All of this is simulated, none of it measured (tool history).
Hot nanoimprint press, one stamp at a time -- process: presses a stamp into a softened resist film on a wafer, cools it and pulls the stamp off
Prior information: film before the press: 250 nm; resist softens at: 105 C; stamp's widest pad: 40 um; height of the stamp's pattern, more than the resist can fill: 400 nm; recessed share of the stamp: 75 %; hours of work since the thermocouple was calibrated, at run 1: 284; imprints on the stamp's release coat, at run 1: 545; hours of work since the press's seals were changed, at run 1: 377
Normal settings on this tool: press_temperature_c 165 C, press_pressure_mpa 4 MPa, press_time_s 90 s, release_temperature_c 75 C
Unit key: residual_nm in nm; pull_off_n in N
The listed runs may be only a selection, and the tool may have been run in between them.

run,day,press_temperature_c,press_pressure_mpa,press_time_s,release_temperature_c,hours of work since the thermocouple was calibrated,imprints on the stamp's release coat,hours of work since the press's seals were changed,residual_nm,pull_off_n
1,0,165,4,90,75,284,545,377,133.7,216
2,0.967,165,4,90,75,300,645,393,134.6,224
3,1.792,165,4,90,75,314,731,406,134.1,226
4,2.696,165,4,90,63,329,824,421,134.3,286
5,3.738,165,2.84,90,63,346,932,439,158.2,295
6,4.221,165,2.84,90,63,354,982,447,156.2,309
7,5.012,165,2.84,90,63,368,1063,460,157.3,311
8,5.462,170,4,90,75,375,1110,467,104.7,251
9,6.396,165,4,90,65,390,1206,483,132.4,309
# day 6.596: plate thermocouple calibrated
10,6.992,165,4,90,65,7,1255,490,140.1,328
11,7.808,165,4,90,65,20,1340,504,138.9,335
12,8.633,165,4,90,65,34,1425,518,139.4,332
# day 9.308: stamp cleaned and given a new release coat
13,9.583,165,4,90,65,45,28,529,139.5,222
14,10.492,165,4,90,65,60,122,544,139.6,236
15,11.283,165,4.15,90,75,74,204,558,136.6,195
16,12.292,170,2.56,120,75,90,308,574,127,200

What does the tool deliver on the next run?
17,13.304,170,2.56,120,75,107,413,591,?,?

residual_nm: 127.6 nm
pull_off_n: 205 N
The same run, on a tool lacking any hidden state, would have yielded residual_nm 129.2 nm, pull_off_n 183 N.

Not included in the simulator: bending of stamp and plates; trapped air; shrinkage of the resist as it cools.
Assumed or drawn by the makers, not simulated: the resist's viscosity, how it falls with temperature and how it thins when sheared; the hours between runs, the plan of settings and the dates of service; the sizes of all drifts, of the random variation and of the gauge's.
